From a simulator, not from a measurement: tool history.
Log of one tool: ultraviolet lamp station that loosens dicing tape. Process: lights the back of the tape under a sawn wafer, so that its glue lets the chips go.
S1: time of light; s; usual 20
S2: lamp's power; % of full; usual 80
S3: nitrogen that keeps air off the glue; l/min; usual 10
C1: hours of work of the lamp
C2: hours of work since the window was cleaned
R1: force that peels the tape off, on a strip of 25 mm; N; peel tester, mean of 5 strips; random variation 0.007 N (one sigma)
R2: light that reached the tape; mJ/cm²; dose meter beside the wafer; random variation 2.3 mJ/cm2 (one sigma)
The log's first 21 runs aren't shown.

{"run": 22, "day": 37.083, "S1": 21, "S2": 76, "S3": 4, "C1": 610, "C2": 60, "R1": 0.749, "R2": 192}
{"run": 23, "day": 39.096, "S1": 21, "S2": 76, "S3": 4, "C1": 649, "C2": 99, "R1": 0.831, "R2": 183}
{"run": 24, "day": 41.246, "S1": 21, "S2": 76, "S3": 4, "C1": 690, "C2": 139, "R1": 0.867, "R2": 181}
{"run": 25, "day": 42.588, "S1": 22, "S2": 76, "S3": 7, "C1": 715, "C2": 165, "R1": 0.522, "R2": 185}
{"run": 26, "day": 44.092, "S1": 22, "S2": 76, "S3": 7, "C1": 744, "C2": 194, "R1": 0.561, "R2": 177}
{"day": 44.954, "done": "window cleaned of glue's vapour"}
{"run": 27, "day": 45.121, "S1": 16, "S2": 60, "S3": 7, "C1": 763, "C2": 3, "R1": 1.205, "R2": 120}
{"run": 28, "day": 46.954, "S1": 22, "S2": 85, "S3": 15, "C1": 798, "C2": 38, "R1": 0.171, "R2": 223}
{"run": 29, "day": 49.383, "S1": 17, "S2": 71, "S3": 10, "C1": 844, "C2": 84, "R1": 0.721, "R2": 138}
{"run": 30, "day": 51.762, "S1": 32, "S2": 78, "S3": 4, "C1": 889, "C2": 130, "R1": 0.379, "R2": 274}
{"run": 31, "day": 53.138, "S1": 13, "S2": 80, "S3": 10, "C1": 916, "C2": 156, "R1": 1.105, "R2": 109}
{"run": 32, "day": 54.312, "S1": 36, "S2": 62, "S3": 7, "C1": 938, "C2": 178, "R1": 0.29, "R2": 229}
{"day": 55.971, "done": "window cleaned of glue's vapour"}
{"run": 33, "day": 56.008, "S1": 25, "S2": 93, "S3": 4, "C1": 970, "C2": 1, "R1": 0.359, "R2": 276}
{"run": 34, "day": 57.179, "S1": 14, "S2": 80, "S3": 9, "C1": 992, "C2": 23, "R1": 0.878, "R2": 130}
{"run": 35, "day": 58.85, "S1": 14, "S2": 80, "S3": 16, "C1": 1024, "C2": 55, "R1": 0.621, "R2": 123}
{"run": 36, "day": 61.208, "S1": 14, "S2": 80, "S3": 13, "C1": 1069, "C2": 100, "R1": 0.793, "R2": 121}
{"run": 37, "day": 63.446, "S1": 17, "S2": 64, "S3": 10, "C1": 1111, "C2": 142, "R1": 0.962, "R2": 112}
{"run": 38, "day": 65.417, "S1": 17, "S2": 66, "S3": 17, "C1": 1149, "C2": 180, "R1": 0.735, "R2": 115}
{"day": 66.938, "done": "window cleaned of glue's vapour"}
{"run": 39, "day": 67.683, "S1": 17, "S2": 66, "S3": 17, "C1": 1192, "C2": 14, "R1": 0.631, "R2": 131}
{"run": 40, "day": 68.925, "S1": 17, "S2": 87, "S3": 16, "C1": 1215, "C2": 38, "R1": 0.353, "R2": 161}
{"run": 41, "day": 70.183, "S1": 28, "S2": 78, "S3": 7, "C1": 1239, "C2": 62, "R1": 0.309, "R2": 233}
{"run": 42, "day": 71.446, "S1": 25, "S2": 80, "S3": 9, "C1": 1263, "C2": 86, "R1": 0.335, "R2": 209}

Forecast each of these 4 alternatives for the next run:
{"run": "A", "day": 73.888, "S1": 30, "S2": 80, "S3": 10, "C1": 1310, "C2": 132, "R1": "?", "R2": "?"}
{"run": "B", "day": 73.888, "S1": 20, "S2": 90, "S3": 10, "C1": 1310, "C2": 132, "R1": "?", "R2": "?"}
{"run": "C", "day": 73.888, "S1": 13, "S2": 65, "S3": 17, "C1": 1310, "C2": 132, "R1": "?", "R2": "?"}
{"run": "D", "day": 73.888, "S1": 20, "S2": 80, "S3": 15, "C1": 1310, "C2": 132, "R1": "?", "R2": "?"}

run=A R1=0.208 R2=239
run=B R1=0.389 R2=181
run=C R1=1.238 R2=87
run=D R1=0.389 R2=166
Without the tool's hidden state the same runs would have given:
run=A R1=0.102 R2=334
run=B R1=0.170 R2=252
run=C R1=0.707 R2=120
run=D R1=0.170 R2=230
